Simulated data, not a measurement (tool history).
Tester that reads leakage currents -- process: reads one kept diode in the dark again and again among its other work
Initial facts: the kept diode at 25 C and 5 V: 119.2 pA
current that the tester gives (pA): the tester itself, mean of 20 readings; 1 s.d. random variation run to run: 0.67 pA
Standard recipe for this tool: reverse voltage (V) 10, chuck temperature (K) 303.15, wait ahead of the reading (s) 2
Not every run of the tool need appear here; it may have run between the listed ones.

run,day,reverse voltage (V),chuck temperature (K),wait ahead of the reading (s),current that the tester gives (pA)
1,0,10,303.15,2,248.46
2,4.346,10,303.15,9.8,250.12
3,11.242,10,303.15,2,252.28
4,16.654,10,303.15,2,257.29
5,22.571,10,303.15,2,257.24
# day 26.392: chuck's temperature calibrated
6,26.854,10,303.15,1.47,261.56
7,33.058,10,303.15,2,263.2
8,38.921,10,303.15,2,267.18
9,44.225,10,303.15,2,268.82
# day 45.738: probe card cleaned and baked
10,48.8,10,303.15,2,254.26
11,53.142,10,303.15,2,253.68
12,58.675,7.8,303.15,2,234.51
# day 59.688: chuck's temperature calibrated, once more
13,61.742,7.8,303.15,2,209.66
14,68.633,7.8,303.15,2,211.14
15,73.329,7.8,303.15,2,213.91
16,78.538,10,303.15,2,236.08
17,83.267,10,303.15,2,237.98
18,89.321,10,303.15,2,241.11
19,93.533,7.7,330.15,1.22,1258.06
20,100.658,6.9,303.15,4.84,211.3
21,106.229,4.9,311.15,7.17,323.87
22,109.833,10,293.15,2,123.78
23,115.158,10,293.15,2,124.58
24,120.638,19.5,321.15,2,1055.54
25,124.612,9.1,317.15,0.88,617.05
26,130.929,6.3,317.15,0.65,547.11
27,136.162,6.3,317.15,0.65,548.61
# day 138.933: chuck's temperature calibrated
28,140.671,6.3,317.15,0.65,511.39
29,146.083,2.1,330.15,0.43,767.5
30,151.096,10.6,303.15,9.84,249.54
31,157.479,10.6,303.15,9.84,250.96
32,163.888,10.6,303.15,9.84,252.98
33,170.279,1.4,312.15,4.22,215.97
34,174.088,12.7,303.15,2,280.39
35,180.904,9.8,314.15,1.44,519.05
# day 186.233: probe card cleaned and baked
36,187.05,9.8,314.15,1.44,507.98

What would each run have given without the hidden state, its run-to-run variation left as it was?
What the log doesn't record here: stray current of the dirty probe card, pA a volt; current scale over the true one, %; true chuck temperature over the reading, C; drift of the gauge itself on leakage_pa, %.
run,current that the tester gives (pA)
1,222.43
2,222.24
3,222
4,224.44
5,222.35
6,222.61
7,221.83
8,223.33
9,222.87
10,224.03
11,222.13
12,203.66
13,203.84
14,203.09
15,204.22
16,222.98
17,223.09
18,223.76
19,1193.04
20,193.71
21,299.27
22,106.99
23,106.46
24,959.02
25,559.12
26,493.47
27,491.67
28,492.83
29,744.33
30,227.37
31,226.33
32,225.73
33,202.41
34,244.39
35,470.45
36,472.42

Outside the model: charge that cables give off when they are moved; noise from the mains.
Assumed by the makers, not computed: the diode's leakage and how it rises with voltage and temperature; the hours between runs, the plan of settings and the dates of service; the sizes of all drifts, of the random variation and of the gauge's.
